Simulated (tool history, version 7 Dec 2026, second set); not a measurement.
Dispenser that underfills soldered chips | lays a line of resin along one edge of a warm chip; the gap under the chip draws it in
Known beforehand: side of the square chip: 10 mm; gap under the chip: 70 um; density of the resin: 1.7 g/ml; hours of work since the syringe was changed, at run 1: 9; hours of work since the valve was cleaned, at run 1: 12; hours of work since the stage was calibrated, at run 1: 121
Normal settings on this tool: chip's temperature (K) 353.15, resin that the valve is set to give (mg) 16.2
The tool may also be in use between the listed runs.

run,hour,chip's temperature (K),resin that the valve is set to give (mg),hours of work since the syringe was changed,hours of work since the valve was cleaned,hours of work since the stage was calibrated,time until the resin shows at the far edge (s),resin that the valve gave (mg)
1,0,353.15,16.2,9,12,121,99.3,16.11
# hour 2.3: new syringe of resin
2,7.3,353.15,16.2,4,17,126,77.6,15.97
3,12,353.15,16.2,7,21,129,92.1,16.01
# hour 16.9: new syringe of resin
4,20,353.15,16.2,2,27,135,70.6,15.84
5,26.8,353.15,16.2,8,32,140,91.6,15.76
# hour 31.2: new syringe of resin
6,32.6,353.15,16.2,1,36,145,67.1,15.77
7,40.7,345.15,16.2,7,42,151,117.6,15.8
# hour 45.5: new syringe of resin
8,48.3,345.15,16.2,2,48,156,91,15.71
9,52.3,345.15,16.2,5,51,159,105.6,15.7
# hour 59.9: new syringe of resin
10,60.5,345.15,16.2,1,57,165,85.1,15.65
11,67.1,341.15,18.6,6,62,170,120.6,17.84
12,71,363.15,19.9,8,65,173,71.5,19.3

What will run 13 give?
# hour 74.1: new syringe of resin
13,79.6,363.15,19.9,4,71,180,?,?

{"run 13": {"time until the resin shows at the far edge (s)": 56.4, "resin that the valve gave (mg)": 19.12}}
Take away the tool's hidden state, keep the run-to-run variation as it was, and the same run would have given time until the resin shows at the far edge (s) 44.9, resin that the valve gave (mg) 19.99.
